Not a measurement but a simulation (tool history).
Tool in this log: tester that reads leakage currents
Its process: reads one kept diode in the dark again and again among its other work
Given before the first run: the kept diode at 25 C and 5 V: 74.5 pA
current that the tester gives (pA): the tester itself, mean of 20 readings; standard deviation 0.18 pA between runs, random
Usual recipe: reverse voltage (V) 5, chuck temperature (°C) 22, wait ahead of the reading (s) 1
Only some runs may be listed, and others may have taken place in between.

| run | hour | reverse voltage (V) | chuck temperature (°C) | wait ahead of the reading (s) | current that the tester gives (pA) |
|---|---|---|---|---|---|
| 1 | 0 | 5 | 22 | 1 | 57.93 |
| 2 | 85.2 | 5 | 22 | 1 | 58.01 |
| 3 | 153.5 | 5 | 22 | 1 | 58.18 |
| 4 | 260.4 | 5 | 26 | 1 | 82.72 |
| 5 | 339.5 | 5 | 26 | 1 | 82.94 |
| 6 | 411.2 | 5 | 26 | 1 | 82.68 |
| 7 | 494.7 | 5 | 26 | 1 | 82.85 |
| 8 | 597.6 | 5 | 26 | 1 | 83.02 |
| 9 | 661.4 | 5 | 32 | 1 | 140.8 |
| 10 | 729.9 | 5 | 32 | 1 | 140.02 |
| 11 | 805.7 | 5 | 22 | 3.94 | 57.94 |
| 12 | 877.5 | 5 | 22 | 1.93 | 58.41 |
|  | 887 | tester calibrated |
|  | 952.8 | chuck's temperature calibrated |
| 13 | 987.6 | 5 | 22 | 1.93 | 63.98 |
| 14 | 1095.3 | 4.14 | 22 | 1.93 | 59.34 |
| 15 | 1168.6 | 4.14 | 28 | 1.43 | 99.95 |
| 16 | 1274.5 | 4.89 | 22 | 1 | 63.81 |
|  | 1336.3 | tester calibrated, once more |
| 17 | 1364.5 | 4.89 | 22 | 1 | 62.77 |
| 18 | 1409 | 3.11 | 37 | 2.68 | 189.89 |
| 19 | 1502.4 | 3.11 | 37 | 2.68 | 188.54 |
| 20 | 1577 | 3.11 | 36 | 2.68 | 173.54 |
| 21 | 1625.5 | 1.21 | 22 | 1.95 | 34.57 |

4 ways to go on from here, each from the tool as it stands after run 21. What would each give?
| A | 1714.9 | 1.21 | 34 | 0.41 | ? |
| B | 1714.9 | 1.21 | 22 | 9.26 | ? |
| C | 1714.9 | 5 | 22 | 6.81 | ? |
| D | 1714.9 | 1.38 | 51 | 1.06 | ? |

| run | current that the tester gives (pA) |
|---|---|
| A | 101.56 |
| B | 34.64 |
| C | 63.31 |
| D | 445.72 |
With the hidden condition removed and each run's random variation left untouched, the same runs would have given:
| run | current that the tester gives (pA) |
|---|---|
| A | 101.91 |
| B | 33.42 |
| C | 56.15 |
| D | 452.94 |
